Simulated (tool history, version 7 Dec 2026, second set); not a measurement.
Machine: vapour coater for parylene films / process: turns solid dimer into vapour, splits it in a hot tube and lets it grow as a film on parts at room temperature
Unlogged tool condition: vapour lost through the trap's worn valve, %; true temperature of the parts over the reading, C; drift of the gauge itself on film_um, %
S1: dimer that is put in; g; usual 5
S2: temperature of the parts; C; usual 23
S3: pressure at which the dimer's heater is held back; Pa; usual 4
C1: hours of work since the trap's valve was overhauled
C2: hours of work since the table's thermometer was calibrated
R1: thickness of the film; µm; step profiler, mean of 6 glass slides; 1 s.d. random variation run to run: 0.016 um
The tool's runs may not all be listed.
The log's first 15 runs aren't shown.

{"run": 16, "day": 31.171, "S1": 5, "S2": 23, "S3": 4, "C1": 44, "C2": 1970, "R1": 1.06}
{"run": 17, "day": 34.229, "S1": 5, "S2": 23, "S3": 4, "C1": 85, "C2": 2011, "R1": 1.06}
{"run": 18, "day": 35.742, "S1": 5, "S2": 23, "S3": 4, "C1": 106, "C2": 2032, "R1": 1.07}
{"run": 19, "day": 37.612, "S1": 4, "S2": 23, "S3": 10.99, "C1": 132, "C2": 2058, "R1": 0.68}
{"run": 20, "day": 39.471, "S1": 2, "S2": 18, "S3": 10.99, "C1": 157, "C2": 2083, "R1": 0.38}
{"run": 21, "day": 41.783, "S1": 2, "S2": 18, "S3": 3.75, "C1": 189, "C2": 2114, "R1": 0.48}
{"run": 22, "day": 44.204, "S1": 5, "S2": 31, "S3": 3.67, "C1": 222, "C2": 2147, "R1": 0.85}
{"day": 45.192, "done": "table's thermometer calibrated"}
{"run": 23, "day": 46.529, "S1": 5, "S2": 31, "S3": 3.67, "C1": 253, "C2": 18, "R1": 0.88}
{"run": 24, "day": 48.979, "S1": 5, "S2": 27, "S3": 2.54, "C1": 286, "C2": 52, "R1": 1.02}
{"run": 25, "day": 51.262, "S1": 9, "S2": 23, "S3": 5.2, "C1": 317, "C2": 83, "R1": 1.77}
{"run": 26, "day": 53.425, "S1": 9, "S2": 23, "S3": 5.2, "C1": 347, "C2": 112, "R1": 1.73}
{"run": 27, "day": 55.621, "S1": 3, "S2": 23, "S3": 5.04, "C1": 377, "C2": 142, "R1": 0.6}
{"run": 28, "day": 58.571, "S1": 6, "S2": 17, "S3": 2.69, "C1": 417, "C2": 182, "R1": 1.52}
{"run": 29, "day": 61.458, "S1": 3, "S2": 18, "S3": 4, "C1": 456, "C2": 222, "R1": 0.64}
{"run": 30, "day": 63.604, "S1": 3, "S2": 18, "S3": 4, "C1": 486, "C2": 251, "R1": 0.7}
{"run": 31, "day": 64.938, "S1": 8, "S2": 26, "S3": 6.6, "C1": 504, "C2": 269, "R1": 1.33}
{"run": 32, "day": 66.542, "S1": 5, "S2": 28, "S3": 10, "C1": 526, "C2": 291, "R1": 0.72}
{"run": 33, "day": 68.138, "S1": 5, "S2": 23, "S3": 2.51, "C1": 547, "C2": 313, "R1": 1.09}

Here are 5 independent what-if runs from the current tool condition. What would each one return?
{"run": "A", "day": 70.929, "S1": 5, "S2": 23, "S3": 4, "C1": 585, "C2": 351, "R1": "?"}
{"run": "B", "day": 70.929, "S1": 5, "S2": 15, "S3": 2.51, "C1": 585, "C2": 351, "R1": "?"}
{"run": "C", "day": 70.929, "S1": 2, "S2": 22, "S3": 2.51, "C1": 585, "C2": 351, "R1": "?"}
{"run": "D", "day": 70.929, "S1": 3, "S2": 23, "S3": 4, "C1": 585, "C2": 351, "R1": "?"}
{"run": "E", "day": 70.929, "S1": 2, "S2": 33, "S3": 4, "C1": 585, "C2": 351, "R1": "?"}

run=A R1=0.97
run=B R1=1.3
run=C R1=0.43
run=D R1=0.58
run=E R1=0.31
Stripped of hidden state, with their random variation kept, the same runs would have yielded:
run=A R1=1.09
run=B R1=1.46
run=C R1=0.48
run=D R1=0.65
run=E R1=0.35

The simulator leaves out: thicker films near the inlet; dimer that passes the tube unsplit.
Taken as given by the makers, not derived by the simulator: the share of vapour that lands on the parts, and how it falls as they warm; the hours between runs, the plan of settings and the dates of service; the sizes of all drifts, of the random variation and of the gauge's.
